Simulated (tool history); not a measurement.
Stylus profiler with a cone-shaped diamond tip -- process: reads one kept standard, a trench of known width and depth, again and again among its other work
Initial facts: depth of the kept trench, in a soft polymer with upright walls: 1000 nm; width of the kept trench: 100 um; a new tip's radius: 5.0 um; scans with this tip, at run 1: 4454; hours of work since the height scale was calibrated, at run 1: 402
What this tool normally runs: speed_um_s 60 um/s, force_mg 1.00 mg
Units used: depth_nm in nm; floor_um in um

run,hour,speed_um_s,force_mg,scans with this tip,hours of work since the height scale was calibrated,depth_nm,floor_um
1,0.0,60,1.00,4454,402,1010.41,92.75
2,19.2,60,1.00,4572,412,1010.32,92.66
3,33.5,60,1.00,4661,420,1010.47,92.66
4,56.0,60,1.00,4800,433,1010.36,92.66
5,75.9,60,1.00,4922,444,1010.42,92.69
6,92.1,60,1.00,5022,453,1009.99,92.67
7,110.3,87,1.00,5134,463,1010.60,92.53
8,121.0,87,1.00,5200,469,1010.61,92.45
9,142.9,87,1.00,5336,481,1010.37,92.43
10,159.8,87,1.00,5440,491,1010.47,92.45
11,169.4,60,1.00,5499,496,1010.85,92.55
12,186.6,27,1.00,5605,505,1010.46,92.57
13,200.1,27,1.00,5688,513,1010.63,92.54
14,223.5,24,0.44,5833,526,1006.58,92.52
15,245.8,37,2.27,5970,538,1017.53,92.43
16,261.7,31,2.19,6069,547,1016.78,92.47
17,282.1,31,2.19,6194,559,1016.91,92.46
18,292.3,90,0.55,6257,564,1007.45,92.18
19,308.5,54,0.57,6358,573,1008.02,92.30
20,329.9,30,1.08,6490,585,1011.20,92.40
21,352.3,30,1.08,6627,598,1011.24,92.35
22,367.2,30,1.08,6720,606,1011.39,92.31
23,387.9,211,1.00,6847,617,1010.80,91.80
24,409.5,59,0.39,6980,629,1006.55,92.08
25,421.6,204,2.68,7055,636,1019.94,91.95
26,440.7,204,2.68,7173,647,1019.39,92.01

Below, some changes in depth_nm between adjacent runs. For each, the amount present without the hidden state too (settings, incoming material, random variation) and the amount remaining for the hidden state with gauge scatter not shared by both compared results:
Hidden state present: radius of the tip, um; height scale over the true one, %; drift of the gauge itself on depth_nm, %; drift of the gauge itself on floor_um, %.
Run 8 -> 9: nothing adjusted, nothing logged. depth_nm -0.24 nm: hidden state +0.04, all else -0.28.
Run 14 -> 15: speed_um_s 24 -> 37, force_mg 0.44 -> 2.27. depth_nm +10.95 nm: hidden state +0.04, all else +10.91.
Run 24 -> 25: speed_um_s 59 -> 204, force_mg 0.39 -> 2.68. depth_nm +13.39 nm: hidden state +0.05, all else +13.34.
